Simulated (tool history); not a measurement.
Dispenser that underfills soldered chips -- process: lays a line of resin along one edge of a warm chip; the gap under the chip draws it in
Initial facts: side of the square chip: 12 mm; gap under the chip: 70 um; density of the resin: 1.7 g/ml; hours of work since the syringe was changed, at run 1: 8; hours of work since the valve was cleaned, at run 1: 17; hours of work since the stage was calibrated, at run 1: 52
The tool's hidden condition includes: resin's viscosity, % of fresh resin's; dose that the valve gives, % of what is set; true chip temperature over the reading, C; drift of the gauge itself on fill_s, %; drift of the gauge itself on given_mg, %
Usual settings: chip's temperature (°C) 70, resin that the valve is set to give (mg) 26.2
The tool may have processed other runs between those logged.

run	day	chip's temperature (°C)	resin that the valve is set to give (mg)	hours of work since the syringe was changed	hours of work since the valve was cleaned	hours of work since the stage was calibrated	time until the resin shows at the far edge (s)	resin that the valve gave (mg)
1	0	70	26.2	8	17	52	46.4	25.68
# day 0.271: new syringe of resin
2	0.625	70	26.2	6	28	63	42.8	25.49
# day 0.983: new syringe of resin
3	1.167	70	26.2	3	37	73	35.7	25.18
4	1.646	73	26.2	12	46	81	52.7	25.07
# day 1.688: new syringe of resin
5	2.146	73	26.2	8	55	90	43.5	24.86
# day 2.417: new syringe of resin
6	2.829	73	26.2	7	67	102	40.2	24.35
# day 3.129: new syringe of resin
7	3.496	73	26.2	7	79	114	38.9	24.1
# day 3.808: new syringe of resin
8	4.004	70	26.2	3	88	123	38.2	24.03
# day 4.521: new syringe of resin
9	4.521	70	26.2	0	97	132	30.2	23.88
10	4.988	70	26.2	8	105	140	48.3	23.3
# day 5.258: new syringe of resin
11	5.496	70	26.2	4	114	149	39.5	23.32
# day 5.85: dispensing valve cleaned and set on the balance
# day 6.008: new syringe of resin
12	6.083	70	26.2	1	4	159	32.4	26.04
# day 6.729: new syringe of resin
13	6.729	70	26.2	0	15	170	29.4	25.93
14	7.125	60	25.2	7	22	177	65.1	24.62
# day 7.438: new syringe of resin
15	7.5	60	25.2	1	29	184	46.9	24.71
16	8.067	70	32.6	11	39	194	54.8	31.35
# day 8.138: new syringe of resin
17	8.554	70	32.6	7	48	203	44.2	30.96
# day 8.867: new syringe of resin
18	9.108	57	27.1	4	57	212	62.6	25.63
# day 9.55: new syringe of resin
19	9.8	57	27.1	5	70	225	61.9	25.25
# day 10.25: new syringe of resin
20	10.471	70	33.4	4	82	236	36.7	30.84
# day 10.929: new syringe of resin
21	11.038	70	33.4	2	92	246	32.2	30.39
22	11.383	77	30.6	8	98	253	35.8	27.93
# day 11.658: new syringe of resin
23	11.708	77	30.6	1	103	258	24.3	27.81
24	12.108	70	28.7	8	111	265	47.6	25.71
# day 12.354: new syringe of resin
# day 12.675: dispensing valve cleaned and set on the balance
25	12.817	68	30.3	8	3	277	47.2	30.3

Forecast each of these 5 alternatives for the next run:
# day 13.104: new syringe of resin
A	13.546	58	28.4	8	15	290	?	?
# day 13.104: new syringe of resin
B	13.546	60	32.9	8	15	290	?	?
# day 13.104: new syringe of resin
C	13.546	65	30.3	8	15	290	?	?
# day 13.104: new syringe of resin
D	13.546	70	30.8	8	15	290	?	?
# day 13.104: new syringe of resin
E	13.546	69	33.5	8	15	290	?	?

run	time until the resin shows at the far edge (s)	resin that the valve gave (mg)
A	70.6	27.92
B	62.8	32.52
C	53.1	29.5
D	45	30.32
E	47	33.04
With the hidden condition removed and each run's random variation left untouched, the same runs would have given:
run	time until the resin shows at the far edge (s)	resin that the valve gave (mg)
A	47.3	28.34
B	42.1	33
C	35.4	29.95
D	30.1	30.77
E	31.5	33.54
